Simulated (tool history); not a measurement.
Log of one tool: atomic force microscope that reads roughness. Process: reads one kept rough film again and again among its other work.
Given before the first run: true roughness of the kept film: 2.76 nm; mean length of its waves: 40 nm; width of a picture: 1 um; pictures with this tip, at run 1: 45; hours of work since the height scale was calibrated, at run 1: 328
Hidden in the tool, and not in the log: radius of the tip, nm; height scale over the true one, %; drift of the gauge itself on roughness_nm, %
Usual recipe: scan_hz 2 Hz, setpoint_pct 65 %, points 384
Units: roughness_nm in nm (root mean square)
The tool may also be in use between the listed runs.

run     day  scan_hz  setpoint_pct  points  pictures with this tip  hours of work since the height scale was calibrated  roughness_nm
  1       0        2            65     384                      45                                                  328         2.574
  2   0.908     2.79            65     384                      77                                                  341          2.54
  3   1.729     2.79            65     384                     106                                                  354         2.522
  4   2.329        2            67     384                     127                                                  363         2.532
  5   3.112        2            67     384                     155                                                  375         2.525
  6   3.529        2            67     384                     170                                                  381         2.534
  7   4.038        2            67     384                     188                                                  389         2.508
      4.146  -- height scale calibrated on a step standard
  8   4.929        2            67     384                     218                                                   12         2.506
  9    5.35        2            65     384                     233                                                   18         2.523
 10   5.779        2            65     384                     248                                                   25         2.519
 11   6.325        2            78     640                     268                                                   33         2.441
      6.446  -- height scale calibrated on a step standard, once more
 12   7.246        2            78     640                     299                                                   12         2.404
 13   7.954        2            78     640                     324                                                   23         2.395
 14   8.546        2            78     640                     345                                                   32         2.383
 15   9.121        2            78     640                     365                                                   40         2.368
 16   9.671        2            85     336                     385                                                   49         2.297
     10.075  -- new tip fitted
 17  10.279        2            62     336                       7                                                   57         2.565
 18  10.862        2            62     336                      27                                                   66         2.569
 19  11.412     0.59            65     767                      47                                                   75         2.628
 20    11.8     3.93            61     703                      61                                                   80         2.501

4 ways to go on from here, each from the tool as it stands after run 20. What would each give?
  A  12.542     1.06            89     960                      87                                                   92             ?
  B  12.542     3.93            61     325                      87                                                   92             ?
  C  12.542     2.29            65     488                      87                                                   92             ?
  D  12.542        2            82     384                      87                                                   92             ?

run  roughness_nm
  A         2.475
  B         2.483
  C         2.527
  D         2.402
With no hidden state in the tool, these same runs would have given:
run  roughness_nm
  A         2.504
  B         2.512
  C         2.557
  D          2.43
